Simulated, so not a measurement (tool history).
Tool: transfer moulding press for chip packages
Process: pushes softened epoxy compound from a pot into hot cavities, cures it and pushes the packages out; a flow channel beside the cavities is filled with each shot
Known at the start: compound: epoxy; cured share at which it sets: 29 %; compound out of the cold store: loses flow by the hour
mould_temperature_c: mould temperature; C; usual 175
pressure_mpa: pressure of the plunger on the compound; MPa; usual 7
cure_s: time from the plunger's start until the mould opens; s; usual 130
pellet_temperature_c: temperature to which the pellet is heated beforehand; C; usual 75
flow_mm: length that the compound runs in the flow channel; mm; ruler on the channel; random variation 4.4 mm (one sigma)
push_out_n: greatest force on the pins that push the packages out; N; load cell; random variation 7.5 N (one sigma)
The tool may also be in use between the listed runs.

run	hour	mould_temperature_c	pressure_mpa	cure_s	pellet_temperature_c	incoming compound's hours out of the cold store	flow_mm	push_out_n
1	0	175	7	130	75	10.1	546	455
2	11.6	175	7	130	75	21.1	521	476
3	21	175	7	130	75	38	461	487
4	38.8	175	7	130	75	38.4	460	511
5	48.3	175	6.56	130	75	20.8	498	543
6	58.8	175	7	130	75	32.8	477	556
7	68.9	175	7	156	75	37.3	465	517
# hour 88.1: cavities cleaned with cleaning compound and waxed
8	89.6	175	7	156	75	31.6	476	318
9	105.8	175	7	156	75	34.5	478	361
10	125.5	175	7	156	75	46.6	437	404
11	137.1	167	7	150	75	46.4	449	506
12	151.9	167	7	125	80	10.9	556	801
13	172.6	175	6.4	130	83	46.5	406	490
14	182.9	175	6.4	130	83	27	470	540
15	195.6	175	6.4	130	83	32.9	444	539
16	207.6	183	6.4	130	82	17.7	469	519
17	219.2	183	6.4	130	82	21.8	451	551
# hour 225.9: cavities cleaned with cleaning compound and waxed
18	229.3	183	6.4	130	82	18.2	460	297

The same runs without the tool's hidden state, with the same run-to-run variation:
The hidden state here: true mould temperature over the reading, C; pressure that reaches the compound, % of what is set; grip of the stained cavities, % over clean ones'; drift of the gauge itself on flow_mm, %; drift of the gauge itself on push_out_n, %.
run	flow_mm	push_out_n
1	581	325
2	555	323
3	493	316
4	492	316
5	534	329
6	513	330
7	500	294
8	513	303
9	516	301
10	474	297
11	488	353
12	605	534
13	444	300
14	514	324
15	487	313
16	515	290
17	497	309
18	507	286
